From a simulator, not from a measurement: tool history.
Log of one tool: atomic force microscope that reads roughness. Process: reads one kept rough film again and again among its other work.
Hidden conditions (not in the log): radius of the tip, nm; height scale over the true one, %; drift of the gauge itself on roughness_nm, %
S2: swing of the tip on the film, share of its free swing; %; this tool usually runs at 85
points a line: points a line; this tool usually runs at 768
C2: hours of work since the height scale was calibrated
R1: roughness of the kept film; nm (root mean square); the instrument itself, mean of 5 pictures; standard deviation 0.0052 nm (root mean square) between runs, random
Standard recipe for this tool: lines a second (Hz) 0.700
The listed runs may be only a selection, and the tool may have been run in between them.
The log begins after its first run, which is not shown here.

Run 2, day 0.196: usual settings; pictures with this tip 118; C2 146. Result: R1 0.837 nm (root mean square).
Run 3, day 0.417: usual settings but points a line 708; pictures with this tip 124; C2 149. Result: R1 0.833 nm (root mean square).
Run 4, day 0.883: usual settings but points a line 708; pictures with this tip 137; C2 156. Result: R1 0.840 nm (root mean square).
Run 5, day 1.075: usual settings but S2 81 %; pictures with this tip 142; C2 159. Result: R1 0.844 nm (root mean square).
Run 6, day 1.408: usual settings but S2 81 %, points a line 986; pictures with this tip 151; C2 164. Result: R1 0.849 nm (root mean square).
Run 7, day 1.858: usual settings; pictures with this tip 163; C2 170. Result: R1 0.841 nm (root mean square).
Run 8, day 2.312: usual settings; pictures with this tip 176; C2 177. Result: R1 0.830 nm (root mean square).
Run 9, day 2.667: usual settings; pictures with this tip 186; C2 182. Result: R1 0.837 nm (root mean square).
Run 10, day 3.121: usual settings; pictures with this tip 198; C2 188. Result: R1 0.837 nm (root mean square).
Run 11, day 3.438: usual settings; pictures with this tip 207; C2 193. Result: R1 0.828 nm (root mean square).
Run 12, day 3.738: usual settings but S2 65 %; pictures with this tip 215; C2 197. Result: R1 0.853 nm (root mean square).
Run 13, day 4.004: usual settings; pictures with this tip 222; C2 201. Result: R1 0.842 nm (root mean square).
Run 14, day 4.300: usual settings; pictures with this tip 231; C2 206. Result: R1 0.824 nm (root mean square).
Run 15, day 4.742: usual settings but lines a second (Hz) 2.215; pictures with this tip 243; C2 212. Result: R1 0.792 nm (root mean square).
Run 16, day 5.138: usual settings but lines a second (Hz) 2.215; pictures with this tip 254; C2 218. Result: R1 0.790 nm (root mean square).
Run 17, day 5.592: usual settings but lines a second (Hz) 2.215; pictures with this tip 266; C2 224. Result: R1 0.779 nm (root mean square).
At day 5.783: new tip fitted.
Run 18, day 6.000: usual settings but lines a second (Hz) 2.215; pictures with this tip 6; C2 230. Result: R1 0.794 nm (root mean square).
Run 19, day 6.375: usual settings but lines a second (Hz) 2.215; pictures with this tip 16; C2 235. Result: R1 0.794 nm (root mean square).
Run 20, day 6.771: usual settings but lines a second (Hz) 2.215; pictures with this tip 27; C2 241. Result: R1 0.802 nm (root mean square).
Run 21, day 7.221: usual settings but lines a second (Hz) 2.215; pictures with this tip 39; C2 247. Result: R1 0.786 nm (root mean square).
Run 22, day 7.658: usual settings but lines a second (Hz) 3.087, S2 66 %, points a line 504; pictures with this tip 51; C2 254. Result: R1 0.826 nm (root mean square).
Run 23, day 8.004: usual settings but points a line 413; pictures with this tip 61; C2 259. Result: R1 0.835 nm (root mean square).
Run 24, day 8.329: usual settings but lines a second (Hz) 0.663, S2 67 %, points a line 708; pictures with this tip 70; C2 264. Result: R1 0.845 nm (root mean square).
Run 25, day 8.758: usual settings but lines a second (Hz) 2.450, S2 67 %, points a line 352; pictures with this tip 82; C2 270. Result: R1 0.826 nm (root mean square).

Expected results for the next run?
Run 26, day 9.008: usual settings but lines a second (Hz) 2.450, S2 67 %, points a line 352; pictures with this tip 88; C2 273. Result: R1 ?.

{"run 26": {"R1": 0.823}}
If the tool had no hidden condition, the same run with the same run-to-run variation would have returned R1 0.824 nm (root mean square).

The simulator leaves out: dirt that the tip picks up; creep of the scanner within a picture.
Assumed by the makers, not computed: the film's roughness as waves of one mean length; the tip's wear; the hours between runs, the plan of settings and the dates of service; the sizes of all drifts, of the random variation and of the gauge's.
